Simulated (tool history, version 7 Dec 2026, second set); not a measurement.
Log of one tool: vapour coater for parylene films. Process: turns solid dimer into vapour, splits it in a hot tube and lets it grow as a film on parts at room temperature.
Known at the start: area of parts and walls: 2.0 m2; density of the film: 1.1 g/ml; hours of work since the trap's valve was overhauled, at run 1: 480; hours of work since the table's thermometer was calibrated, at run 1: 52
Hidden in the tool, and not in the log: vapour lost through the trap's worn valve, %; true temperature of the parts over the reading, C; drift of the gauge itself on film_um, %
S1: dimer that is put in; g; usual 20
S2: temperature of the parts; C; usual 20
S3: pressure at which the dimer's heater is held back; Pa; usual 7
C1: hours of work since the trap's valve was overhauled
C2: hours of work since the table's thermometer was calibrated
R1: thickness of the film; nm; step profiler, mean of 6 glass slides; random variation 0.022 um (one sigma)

Run 1, hour 0: usual settings; C1 480; C2 52. Result: R1 3570 nm.
Run 2, hour 22.2: usual settings; C1 500; C2 72. Result: R1 3570 nm.
Run 3, hour 39.7: usual settings; C1 516; C2 87. Result: R1 3570 nm.
Run 4, hour 56.5: usual settings; C1 531; C2 102. Result: R1 3590 nm.
Run 5, hour 74.7: usual settings; C1 547; C2 119. Result: R1 3540 nm.
Run 6, hour 95.7: usual settings but S3 7.75 Pa; C1 566; C2 137. Result: R1 3500 nm.
Run 7, hour 107.6: usual settings but S1 18 g, S3 10.21 Pa; C1 577; C2 148. Result: R1 2920 nm.
At hour 113: trap's valve overhauled.
Run 8, hour 125.4: usual settings but S1 31 g, S2 22 C, S3 10.21 Pa; C1 11; C2 160. Result: R1 4650 nm.
Run 9, hour 144.9: usual settings but S1 8 g, S2 13 C; C1 29; C2 178. Result: R1 1640 nm.
Run 10, hour 161.1: usual settings but S1 12 g, S2 25 C, S3 10.19 Pa; C1 43; C2 193. Result: R1 1670 nm.
Run 11, hour 185.1: usual settings but S1 13 g, S2 23 C, S3 2.42 Pa; C1 65; C2 214. Result: R1 2630 nm.

Some steps in R1 between neighbouring runs. How much of each would the tool show without its hidden state too (settings, what came in, random variation), and how much is left for the hidden state, with any gauge scatter that isn't in both results?
Run 8 -> 9: S1 31 -> 8, S2 22 -> 13, S3 10.21 -> 7. R1 -3010 nm: hidden state +280, all else -3290.

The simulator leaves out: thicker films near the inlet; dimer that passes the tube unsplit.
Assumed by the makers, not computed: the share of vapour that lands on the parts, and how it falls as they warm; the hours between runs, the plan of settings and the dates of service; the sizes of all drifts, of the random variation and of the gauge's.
